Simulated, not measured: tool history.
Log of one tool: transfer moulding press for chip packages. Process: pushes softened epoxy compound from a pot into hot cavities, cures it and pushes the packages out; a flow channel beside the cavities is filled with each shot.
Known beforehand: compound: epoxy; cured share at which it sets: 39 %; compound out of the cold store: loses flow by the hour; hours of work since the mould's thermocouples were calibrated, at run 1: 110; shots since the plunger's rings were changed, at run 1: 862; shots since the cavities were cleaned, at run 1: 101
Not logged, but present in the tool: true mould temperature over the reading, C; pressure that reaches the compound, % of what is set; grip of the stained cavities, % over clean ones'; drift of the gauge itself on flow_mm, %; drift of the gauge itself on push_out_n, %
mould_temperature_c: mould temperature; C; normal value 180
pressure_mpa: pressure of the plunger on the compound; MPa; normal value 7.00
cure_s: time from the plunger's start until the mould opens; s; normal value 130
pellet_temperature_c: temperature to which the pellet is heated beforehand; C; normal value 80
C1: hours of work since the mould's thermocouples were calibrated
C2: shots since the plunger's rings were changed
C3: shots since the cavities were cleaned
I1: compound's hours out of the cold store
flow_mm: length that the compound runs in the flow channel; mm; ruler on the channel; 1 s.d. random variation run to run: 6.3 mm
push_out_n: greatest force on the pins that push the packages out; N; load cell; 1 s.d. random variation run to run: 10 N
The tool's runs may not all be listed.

Run 1, hour 0.0: usual settings; C1 110; C2 862; C3 101; I1 41.1. Result: flow_mm 590 mm, push_out_n 543 N.
Run 2, hour 34.1: usual settings; C1 137; C2 1259; C3 498; I1 36.9. Result: flow_mm 598 mm, push_out_n 663 N.
At hour 39.9: cavities cleaned with cleaning compound and waxed.
Run 3, hour 76.4: usual settings; C1 169; C2 1734; C3 425; I1 46.1. Result: flow_mm 565 mm, push_out_n 655 N.
At hour 85.8: cavities cleaned with cleaning compound and waxed.
Run 4, hour 116.5: usual settings; C1 199; C2 2183; C3 357; I1 11.2. Result: flow_mm 721 mm, push_out_n 612 N.
At hour 132.5: cavities cleaned with cleaning compound and waxed.
Run 5, hour 150.1: usual settings; C1 225; C2 2557; C3 206; I1 17.0. Result: flow_mm 665 mm, push_out_n 587 N.
At hour 179.3: cavities cleaned with cleaning compound and waxed.
Run 6, hour 200.2: usual settings; C1 263; C2 3122; C3 243; I1 39.1. Result: flow_mm 573 mm, push_out_n 586 N.
At hour 224.9: cavities cleaned with cleaning compound and waxed.
Run 7, hour 252.3: usual settings but pressure_mpa 5.41 MPa; C1 303; C2 3710; C3 319; I1 46.1. Result: flow_mm 485 mm, push_out_n 613 N.
At hour 271.3: cavities cleaned with cleaning compound and waxed.
Run 8, hour 293.8: usual settings but pressure_mpa 5.41 MPa, pellet_temperature_c 78 C; C1 334; C2 4176; C3 262; I1 22.5. Result: flow_mm 567 mm, push_out_n 630 N.
At hour 319.5: cavities cleaned with cleaning compound and waxed.
Run 9, hour 338.8: usual settings but pellet_temperature_c 75 C; C1 369; C2 4682; C3 224; I1 44.0. Result: flow_mm 552 mm, push_out_n 564 N.
At hour 367.8: cavities cleaned with cleaning compound and waxed.
Run 10, hour 392.6: usual settings; C1 410; C2 5290; C3 288; I1 37.3. Result: flow_mm 561 mm, push_out_n 596 N.
At hour 407.7: plunger's sealing rings changed.
At hour 418.1: cavities cleaned with cleaning compound and waxed.
Run 11, hour 426.4: usual settings; C1 433; C2 200; C3 96; I1 35.9. Result: flow_mm 604 mm, push_out_n 511 N.
Run 12, hour 449.8: usual settings but cure_s 164 s; C1 452; C2 474; C3 370; I1 29.9. Result: flow_mm 631 mm, push_out_n 603 N.
At hour 466.8: cavities cleaned with cleaning compound and waxed.
Run 13, hour 488.1: usual settings; C1 481; C2 902; C3 248; I1 46.1. Result: flow_mm 574 mm, push_out_n 574 N.
Run 14, hour 510.2: usual settings; C1 498; C2 1158; C3 504; I1 23.0. Result: flow_mm 659 mm, push_out_n 665 N.
At hour 515.0: cavities cleaned with cleaning compound and waxed.
Run 15, hour 548.4: usual settings; C1 527; C2 1586; C3 389; I1 36.9. Result: flow_mm 594 mm, push_out_n 615 N.
At hour 562.5: cavities cleaned with cleaning compound and waxed.
Run 16, hour 601.7: usual settings but pressure_mpa 6.79 MPa; C1 568; C2 2188; C3 456; I1 44.2. Result: flow_mm 553 mm, push_out_n 657 N.
At hour 608.6: cavities cleaned with cleaning compound and waxed.
Run 17, hour 636.6: usual settings but mould_temperature_c 187 C, pressure_mpa 7.46 MPa, cure_s 156 s, pellet_temperature_c 74 C; C1 594; C2 2576; C3 325; I1 18.6. Result: flow_mm 658 mm, push_out_n 564 N.
At hour 655.8: cavities cleaned with cleaning compound and waxed.
Run 18, hour 678.4: usual settings but mould_temperature_c 187 C, pressure_mpa 5.47 MPa, cure_s 156 s, pellet_temperature_c 87 C; C1 626; C2 3046; C3 263; I1 9.1. Result: flow_mm 592 mm, push_out_n 555 N.
At hour 702.7: cavities cleaned with cleaning compound and waxed.
Run 19, hour 724.4: usual settings but mould_temperature_c 187 C, pressure_mpa 5.47 MPa, cure_s 156 s; C1 661; C2 3563; C3 252; I1 13.5. Result: flow_mm 580 mm, push_out_n 551 N.
At hour 752.0: cavities cleaned with cleaning compound and waxed.
Run 20, hour 760.3: usual settings but mould_temperature_c 187 C, pressure_mpa 5.47 MPa, cure_s 156 s, pellet_temperature_c 70 C; C1 688; C2 3963; C3 96; I1 25.8. Result: flow_mm 528 mm, push_out_n 508 N.
At hour 788.3: mould's thermocouples calibrated.
Run 21, hour 788.3: usual settings but mould_temperature_c 187 C, pressure_mpa 7.75 MPa, cure_s 156 s, pellet_temperature_c 85 C; C1 0; C2 4266; C3 399; I1 34.1. Result: flow_mm 591 mm, push_out_n 595 N.
At hour 801.3: cavities cleaned with cleaning compound and waxed.
Run 22, hour 830.5: usual settings but mould_temperature_c 183 C, pellet_temperature_c 83 C; C1 32; C2 4739; C3 339; I1 40.6. Result: flow_mm 544 mm, push_out_n 621 N.
At hour 850.6: cavities cleaned with cleaning compound and waxed.
Run 23, hour 863.3: usual settings but mould_temperature_c 183 C, pellet_temperature_c 83 C; C1 57; C2 5104; C3 148; I1 26.7. Result: flow_mm 597 mm, push_out_n 547 N.
At hour 893.5: plunger's sealing rings changed.
At hour 899.4: cavities cleaned with cleaning compound and waxed.
Run 24, hour 905.1: usual settings but mould_temperature_c 175 C, pressure_mpa 7.49 MPa, cure_s 121 s, pellet_temperature_c 72 C; C1 87; C2 117; C3 66; I1 24.6. Result: flow_mm 688 mm, push_out_n 680 N.
At hour 948.2: cavities cleaned with cleaning compound and waxed.
Run 25, hour 948.2: usual settings but mould_temperature_c 175 C, pressure_mpa 6.67 MPa, cure_s 134 s, pellet_temperature_c 73 C; C1 119; C2 601; C3 0; I1 46.4. Result: flow_mm 560 mm, push_out_n 529 N.

Expected results for the next run?
Run 26, hour 975.5: usual settings but pressure_mpa 8.43 MPa, cure_s 145 s; C1 141; C2 919; C3 318; I1 32.4. Result: flow_mm ?, push_out_n ?.

For run 26 the tool returned flow_mm 674 mm, push_out_n 595 N.
With the hidden condition absent and the run-to-run variation left alone, this run would have shown flow_mm 682 mm, push_out_n 466 N.
